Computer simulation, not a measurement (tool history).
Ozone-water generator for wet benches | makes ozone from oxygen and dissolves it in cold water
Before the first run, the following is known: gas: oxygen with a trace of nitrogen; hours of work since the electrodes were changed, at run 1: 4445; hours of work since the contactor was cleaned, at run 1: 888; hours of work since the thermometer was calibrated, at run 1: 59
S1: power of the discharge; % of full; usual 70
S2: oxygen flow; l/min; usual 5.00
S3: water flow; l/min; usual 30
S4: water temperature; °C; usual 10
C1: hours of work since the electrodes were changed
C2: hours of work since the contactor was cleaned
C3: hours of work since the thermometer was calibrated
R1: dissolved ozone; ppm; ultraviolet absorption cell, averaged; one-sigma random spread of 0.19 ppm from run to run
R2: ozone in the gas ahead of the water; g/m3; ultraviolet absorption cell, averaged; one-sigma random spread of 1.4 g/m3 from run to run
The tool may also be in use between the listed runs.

| run | hour | S1 | S2 | S3 | S4 | C1 | C2 | C3 | R1 | R2 |
|---|---|---|---|---|---|---|---|---|---|---|
| 1 | 0.0 | 70 | 5.00 | 30 | 10 | 4445 | 888 | 59 | 24.3 | 254.2 |
| 2 | 133.5 | 70 | 5.00 | 30 | 10 | 4554 | 997 | 168 | 24.6 | 253.4 |
| 3 | 239.5 | 70 | 5.00 | 30 | 10 | 4641 | 1084 | 255 | 24.0 | 253.0 |
| 4 | 347.6 | 70 | 5.00 | 30 | 10 | 4729 | 1172 | 343 | 24.1 | 250.4 |
| 5 | 468.7 | 70 | 5.00 | 30 | 10 | 4829 | 1272 | 442 | 24.3 | 250.4 |
| 6 | 593.6 | 58 | 2.54 | 47 | 10 | 4931 | 1374 | 545 | 12.1 | 338.4 |
| 7 | 701.7 | 91 | 2.54 | 47 | 6 | 5019 | 1462 | 633 | 17.0 | 465.2 |
| 8 | 828.9 | 65 | 2.92 | 27 | 6 | 5123 | 1566 | 737 | 23.9 | 335.0 |
| 9 | 951.8 | 70 | 6.64 | 30 | 10 | 5224 | 1667 | 838 | 24.2 | 210.6 |
| 10 | 1046.8 | 70 | 6.64 | 30 | 10 | 5302 | 1745 | 915 | 24.3 | 208.4 |

Below are 4 alternative next runs, each starting from the tool's condition after run 10. Predict each:
| A | 1121.3 | 48 | 5.00 | 38 | 6 | 5363 | 1806 | 976 | ? | ? |
| B | 1121.3 | 70 | 5.00 | 30 | 9 | 5363 | 1806 | 976 | ? | ? |
| C | 1121.3 | 54 | 3.24 | 30 | 13 | 5363 | 1806 | 976 | ? | ? |
| D | 1121.3 | 70 | 5.12 | 30 | 10 | 5363 | 1806 | 976 | ? | ? |

| run | R1 | R2 |
|---|---|---|
| A | 15.5 | 191.7 |
| B | 24.0 | 252.8 |
| C | 18.5 | 273.6 |
| D | 24.0 | 247.2 |
Without the tool's hidden state the same runs would have given:
| run | R1 | R2 |
|---|---|---|
| A | 16.6 | 203.2 |
| B | 26.5 | 274.2 |
| C | 20.1 | 292.2 |
| D | 26.5 | 268.2 |
